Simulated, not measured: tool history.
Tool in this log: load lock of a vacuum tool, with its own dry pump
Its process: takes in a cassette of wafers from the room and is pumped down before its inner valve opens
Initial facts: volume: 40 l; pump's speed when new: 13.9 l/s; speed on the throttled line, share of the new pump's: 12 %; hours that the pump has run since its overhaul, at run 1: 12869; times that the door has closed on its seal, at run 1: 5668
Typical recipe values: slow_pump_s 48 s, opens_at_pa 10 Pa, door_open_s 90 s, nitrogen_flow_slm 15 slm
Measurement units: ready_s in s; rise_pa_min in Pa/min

run	day	slow_pump_s	opens_at_pa	door_open_s	nitrogen_flow_slm	hours that the pump has run since its overhaul	times that the door has closed on its seal	incoming humidity of the room's air, %	ready_s	rise_pa_min
1	0	48	10	90	15	12869	5668	47.4	72.9	0.117
2	15.846	48	10	90	13	13249	6516	43.8	72.7	0.123
3	31.329	48	10	90	13	13621	7345	47.9	73.9	0.139
4	45.108	48	10	90	13	13951	8083	42.7	73.5	0.143
5	61.275	48	10	90	15	14339	8949	50	72.8	0.165
6	67.879	48	10	90	15	14498	9303	43.8	73.5	0.168
7	75.25	48	10	90	15	14675	9697	44.1	73.7	0.173
8	82.488	48	10	90	15	14848	10085	46.8	74.5	0.185
9	93.617	64	10	90	15	15116	10681	40.3	86.5	0.182
10	103.896	48	10	90	15	15362	11231	46.7	74.3	0.208
11	114.904	48	10	90	15	15626	11821	46.5	74.8	0.223
12	131.354	48	10	90	15	16021	12702	46.9	73.3	0.238
13	138.542	48	10	90	15	16194	13087	48.1	73.9	0.245
# day 144.996: dry pump taken out, an overhauled one fitted
14	152.917	48	10	90	15	190	13843	46.2	69.3	0.26
15	169.092	48	10	90	15	578	14709	44.8	69.8	0.285
16	180.575	48	10	90	15	854	15324	46.8	69.8	0.301
17	191.812	48	10	78	15	1124	15926	43	69.8	0.303
18	200.938	48	10	78	15	1343	16414	44.5	68.8	0.314
19	212.533	31	10	192	24	1621	17035	45.6	54.3	0.348
20	223.904	40	10	36	24	1894	17644	44.1	62.2	0.323
21	238.933	40	10	36	24	2254	18449	46.7	62.4	0.354
22	251.812	54	7	38	27	2564	19139	45.1	76	0.362
23	267.683	54	7	38	27	2944	19989	46.8	76.7	0.392
24	283.367	41	9	90	15	3321	20829	46.9	63.7	0.45
25	293.6	26	8	93	35	3566	21376	45.7	51.1	0.449

Forecast run 26:
26	305.142	31	8	93	35	3844	21995	47.2	?	?

For run 26 the tool returned ready_s 56.9 s, rise_pa_min 0.46 Pa/min.
With the hidden condition absent and the run-to-run variation left alone, this run would have shown ready_s 55.6 s, rise_pa_min 0.05 Pa/min.

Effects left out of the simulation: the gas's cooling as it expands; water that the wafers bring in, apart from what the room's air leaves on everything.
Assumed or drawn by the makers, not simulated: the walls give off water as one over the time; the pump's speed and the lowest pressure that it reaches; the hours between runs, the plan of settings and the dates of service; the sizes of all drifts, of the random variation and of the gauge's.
